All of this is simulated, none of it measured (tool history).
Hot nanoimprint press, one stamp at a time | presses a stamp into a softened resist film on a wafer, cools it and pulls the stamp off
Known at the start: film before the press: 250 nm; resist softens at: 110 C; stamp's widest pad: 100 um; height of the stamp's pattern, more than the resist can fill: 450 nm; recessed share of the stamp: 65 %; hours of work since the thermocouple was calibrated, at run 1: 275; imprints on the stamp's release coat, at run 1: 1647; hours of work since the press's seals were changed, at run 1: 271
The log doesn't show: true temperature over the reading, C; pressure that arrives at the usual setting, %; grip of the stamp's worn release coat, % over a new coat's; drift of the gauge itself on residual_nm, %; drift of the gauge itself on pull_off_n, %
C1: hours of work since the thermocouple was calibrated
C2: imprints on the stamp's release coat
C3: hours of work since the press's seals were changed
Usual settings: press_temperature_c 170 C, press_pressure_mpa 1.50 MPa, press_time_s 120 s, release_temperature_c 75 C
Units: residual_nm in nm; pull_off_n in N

Run 1, day 0.000: usual settings; C1 275; C2 1647; C3 271. Result: residual_nm 86.9 nm, pull_off_n 303 N.
Run 2, day 0.688: usual settings; C1 282; C2 1686; C3 279. Result: residual_nm 87.0 nm, pull_off_n 298 N.
Run 3, day 1.062: usual settings but press_temperature_c 173 C; C1 286; C2 1707; C3 283. Result: residual_nm 76.3 nm, pull_off_n 306 N.
Run 4, day 1.700: usual settings but press_temperature_c 173 C; C1 293; C2 1742; C3 289. Result: residual_nm 76.1 nm, pull_off_n 315 N.
Run 5, day 2.242: usual settings but press_time_s 76 s; C1 299; C2 1772; C3 295. Result: residual_nm 103.9 nm, pull_off_n 311 N.
Run 6, day 2.838: usual settings but press_time_s 76 s; C1 305; C2 1806; C3 301. Result: residual_nm 104.1 nm, pull_off_n 322 N.
Run 7, day 3.404: usual settings but press_time_s 133 s; C1 311; C2 1837; C3 308. Result: residual_nm 83.2 nm, pull_off_n 307 N.
Run 8, day 3.979: usual settings but press_time_s 133 s; C1 317; C2 1870; C3 314. Result: residual_nm 83.0 nm, pull_off_n 318 N.
Run 9, day 4.504: usual settings but press_pressure_mpa 0.96 MPa; C1 323; C2 1899; C3 319. Result: residual_nm 107.5 nm, pull_off_n 309 N.
Run 10, day 5.025: usual settings but press_pressure_mpa 0.96 MPa; C1 328; C2 1928; C3 325. Result: residual_nm 107.6 nm, pull_off_n 320 N.
Run 11, day 5.438: usual settings but press_pressure_mpa 0.96 MPa; C1 333; C2 1951; C3 329. Result: residual_nm 107.6 nm, pull_off_n 327 N.
Run 12, day 6.142: usual settings but press_pressure_mpa 0.96 MPa; C1 340; C2 1990; C3 336. Result: residual_nm 107.5 nm, pull_off_n 322 N.
Run 13, day 6.579: usual settings but press_pressure_mpa 1.21 MPa; C1 345; C2 2015; C3 341. Result: residual_nm 96.4 nm, pull_off_n 328 N.
Run 14, day 7.188: usual settings but press_pressure_mpa 1.21 MPa; C1 351; C2 2049; C3 348. Result: residual_nm 96.1 nm, pull_off_n 318 N.
Run 15, day 7.588: usual settings but press_pressure_mpa 2.14 MPa; C1 355; C2 2071; C3 352. Result: residual_nm 72.4 nm, pull_off_n 325 N.
Run 16, day 8.212: usual settings but press_pressure_mpa 1.53 MPa, release_temperature_c 78 C; C1 362; C2 2106; C3 358. Result: residual_nm 85.9 nm, pull_off_n 308 N.
Run 17, day 8.654: usual settings but press_pressure_mpa 1.53 MPa, release_temperature_c 78 C; C1 367; C2 2131; C3 363. Result: residual_nm 85.5 nm, pull_off_n 326 N.
Run 18, day 9.208: usual settings but press_temperature_c 175 C, press_pressure_mpa 1.35 MPa, press_time_s 82 s, release_temperature_c 80 C; C1 372; C2 2162; C3 369. Result: residual_nm 85.9 nm, pull_off_n 302 N.
Run 19, day 9.925: usual settings but press_temperature_c 165 C, press_pressure_mpa 1.18 MPa, press_time_s 82 s, release_temperature_c 60 C; C1 380; C2 2202; C3 377. Result: residual_nm 137.3 nm, pull_off_n 389 N.
Run 20, day 10.433: usual settings but press_temperature_c 166 C; C1 385; C2 2230; C3 382. Result: residual_nm 103.6 nm, pull_off_n 332 N.
Run 21, day 10.921: usual settings but press_temperature_c 166 C; C1 391; C2 2257; C3 387. Result: residual_nm 103.3 nm, pull_off_n 343 N.
Run 22, day 11.471: usual settings but press_temperature_c 166 C; C1 396; C2 2288; C3 393. Result: residual_nm 103.0 nm, pull_off_n 343 N.
Run 23, day 11.767: usual settings but press_temperature_c 166 C; C1 400; C2 2305; C3 396. Result: residual_nm 103.0 nm, pull_off_n 330 N.
Run 24, day 12.283: usual settings but press_time_s 77 s, release_temperature_c 63 C; C1 405; C2 2334; C3 401. Result: residual_nm 103.1 nm, pull_off_n 383 N.
Run 25, day 12.783: usual settings but press_temperature_c 175 C, press_pressure_mpa 1.98 MPa, press_time_s 187 s, release_temperature_c 77 C; C1 410; C2 2361; C3 407. Result: residual_nm 49.8 nm, pull_off_n 343 N.
Run 26, day 13.304: usual settings but press_temperature_c 173 C, press_pressure_mpa 1.19 MPa, press_time_s 109 s, release_temperature_c 82 C; C1 416; C2 2391; C3 412. Result: residual_nm 88.5 nm, pull_off_n 310 N.
Run 27, day 13.654: usual settings but press_pressure_mpa 1.59 MPa; C1 420; C2 2410; C3 416. Result: residual_nm 83.9 nm, pull_off_n 345 N.
Run 28, day 14.196: usual settings but release_temperature_c 66 C; C1 425; C2 2440; C3 422. Result: residual_nm 86.1 nm, pull_off_n 375 N.
At day 14.579: stamp cleaned and given a new release coat.
Run 29, day 15.108: usual settings but press_pressure_mpa 1.42 MPa, release_temperature_c 62 C; C1 432; C2 29; C3 429. Result: residual_nm 88.7 nm, pull_off_n 262 N.

Forecast each of these 4 alternatives for the next run:
Run A, day 15.654: usual settings but press_pressure_mpa 1.42 MPa, press_time_s 68 s, release_temperature_c 62 C; C1 438; C2 60; C3 435. Result: residual_nm ?, pull_off_n ?.
Run B, day 15.654: usual settings but press_temperature_c 159 C, press_pressure_mpa 1.63 MPa, release_temperature_c 71 C; C1 438; C2 60; C3 435. Result: residual_nm ?, pull_off_n ?.
Run C, day 15.654: usual settings but press_temperature_c 164 C, press_pressure_mpa 1.16 MPa, release_temperature_c 62 C; C1 438; C2 60; C3 435. Result: residual_nm ?, pull_off_n ?.
Run D, day 15.654: usual settings but press_time_s 159 s; C1 438; C2 60; C3 435. Result: residual_nm ?, pull_off_n ?.

run  residual_nm  pull_off_n
  A        110.4         262
  B        135.1         226
  C        126.1         258
  D         76.9         226
Without the tool's hidden state the same runs would have given:
run  residual_nm  pull_off_n
  A        114.1         261
  B        139.9         226
  C        130.7         257
  D         79.7         225
